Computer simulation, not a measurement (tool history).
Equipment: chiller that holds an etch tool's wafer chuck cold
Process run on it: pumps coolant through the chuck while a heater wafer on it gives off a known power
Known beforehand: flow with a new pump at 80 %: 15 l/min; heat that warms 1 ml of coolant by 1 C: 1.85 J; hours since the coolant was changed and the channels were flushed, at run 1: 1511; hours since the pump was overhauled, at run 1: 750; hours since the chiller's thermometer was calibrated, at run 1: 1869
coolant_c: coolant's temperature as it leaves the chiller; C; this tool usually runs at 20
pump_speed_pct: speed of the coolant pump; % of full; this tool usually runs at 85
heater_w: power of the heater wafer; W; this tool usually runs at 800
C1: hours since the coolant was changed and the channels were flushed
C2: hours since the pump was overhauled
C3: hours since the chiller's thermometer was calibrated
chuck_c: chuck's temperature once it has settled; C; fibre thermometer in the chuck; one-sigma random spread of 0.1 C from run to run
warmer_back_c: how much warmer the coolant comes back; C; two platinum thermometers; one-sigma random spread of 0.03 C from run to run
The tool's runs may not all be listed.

Run 1, hour 0.0: usual settings; C1 1511; C2 750; C3 1869. Result: chuck_c 26.4 C, warmer_back_c 1.65 C.
Run 2, hour 18.6: usual settings; C1 1529; C2 769; C3 1888. Result: chuck_c 26.5 C, warmer_back_c 1.61 C.
Run 3, hour 46.5: usual settings; C1 1557; C2 797; C3 1916. Result: chuck_c 26.3 C, warmer_back_c 1.63 C.
Run 4, hour 65.1: usual settings; C1 1576; C2 815; C3 1934. Result: chuck_c 26.5 C, warmer_back_c 1.66 C.
Run 5, hour 88.9: usual settings; C1 1600; C2 839; C3 1958. Result: chuck_c 26.4 C, warmer_back_c 1.67 C.
Run 6, hour 119.7: usual settings but heater_w 656 W; C1 1631; C2 870; C3 1989. Result: chuck_c 25.3 C, warmer_back_c 1.38 C.
Run 7, hour 135.2: usual settings but coolant_c 29 C; C1 1646; C2 885; C3 2004. Result: chuck_c 35.4 C, warmer_back_c 1.61 C.
Run 8, hour 151.5: usual settings but pump_speed_pct 66 % of full; C1 1662; C2 901; C3 2020. Result: chuck_c 27.1 C, warmer_back_c 2.11 C.
Run 9, hour 176.9: usual settings but pump_speed_pct 66 % of full; C1 1688; C2 927; C3 2046. Result: chuck_c 27.3 C, warmer_back_c 2.13 C.
Run 10, hour 199.5: usual settings but pump_speed_pct 66 % of full, heater_w 851 W; C1 1710; C2 949; C3 2069. Result: chuck_c 27.7 C, warmer_back_c 2.25 C.
Run 11, hour 214.8: usual settings but pump_speed_pct 66 % of full, heater_w 851 W; C1 1726; C2 965; C3 2084. Result: chuck_c 27.6 C, warmer_back_c 2.20 C.
Run 12, hour 232.1: usual settings but pump_speed_pct 66 % of full, heater_w 851 W; C1 1743; C2 982; C3 2101. Result: chuck_c 27.8 C, warmer_back_c 2.24 C.
Run 13, hour 253.8: usual settings but coolant_c 13 C; C1 1765; C2 1004; C3 2123. Result: chuck_c 19.4 C, warmer_back_c 1.64 C.
Run 14, hour 272.7: usual settings but coolant_c 13 C; C1 1784; C2 1023; C3 2142. Result: chuck_c 19.5 C, warmer_back_c 1.66 C.
Run 15, hour 305.6: usual settings but coolant_c 13 C; C1 1817; C2 1056; C3 2175. Result: chuck_c 19.3 C, warmer_back_c 1.63 C.
Run 16, hour 324.9: usual settings but coolant_c 13 C; C1 1836; C2 1075; C3 2194. Result: chuck_c 19.4 C, warmer_back_c 1.67 C.
Run 17, hour 358.1: usual settings but coolant_c 13 C; C1 1869; C2 1108; C3 2227. Result: chuck_c 19.5 C, warmer_back_c 1.60 C.
Run 18, hour 372.3: usual settings but coolant_c 13 C; C1 1883; C2 1122; C3 2241. Result: chuck_c 19.5 C, warmer_back_c 1.58 C.
Run 19, hour 387.6: usual settings but coolant_c 17 C, pump_speed_pct 83 % of full; C1 1899; C2 1138; C3 2257. Result: chuck_c 23.4 C, warmer_back_c 1.62 C.
Run 20, hour 410.9: usual settings but coolant_c 17 C, pump_speed_pct 83 % of full; C1 1922; C2 1161; C3 2280. Result: chuck_c 23.5 C, warmer_back_c 1.65 C.
Run 21, hour 442.0: usual settings but coolant_c 16 C, pump_speed_pct 69 % of full, heater_w 728 W; C1 1953; C2 1192; C3 2311. Result: chuck_c 22.4 C, warmer_back_c 1.84 C.
Run 22, hour 456.6: usual settings but coolant_c 16 C, pump_speed_pct 69 % of full, heater_w 728 W; C1 1968; C2 1207; C3 2326. Result: chuck_c 22.4 C, warmer_back_c 1.82 C.
Run 23, hour 479.9: usual settings but coolant_c 16 C, pump_speed_pct 69 % of full, heater_w 728 W; C1 1991; C2 1230; C3 2349. Result: chuck_c 22.3 C, warmer_back_c 1.82 C.
Run 24, hour 502.1: usual settings but pump_speed_pct 79 % of full, heater_w 639 W; C1 2013; C2 1252; C3 2371. Result: chuck_c 25.4 C, warmer_back_c 1.37 C.
Run 25, hour 516.0: usual settings but pump_speed_pct 96 % of full, heater_w 1127 W; C1 2027; C2 1266; C3 2385. Result: chuck_c 28.3 C, warmer_back_c 2.03 C.

Expected results for the next run?
Run 26, hour 535.6: usual settings but coolant_c 29 C, pump_speed_pct 91 % of full, heater_w 642 W; C1 2046; C2 1286; C3 2405. Result: chuck_c ?, warmer_back_c ?.

{"run 26": {"chuck_c": 33.9, "warmer_back_c": 1.21}}
If the tool had no hidden condition, the same run with the same run-to-run variation would have returned chuck_c 33.9 C, warmer_back_c 1.21 C.
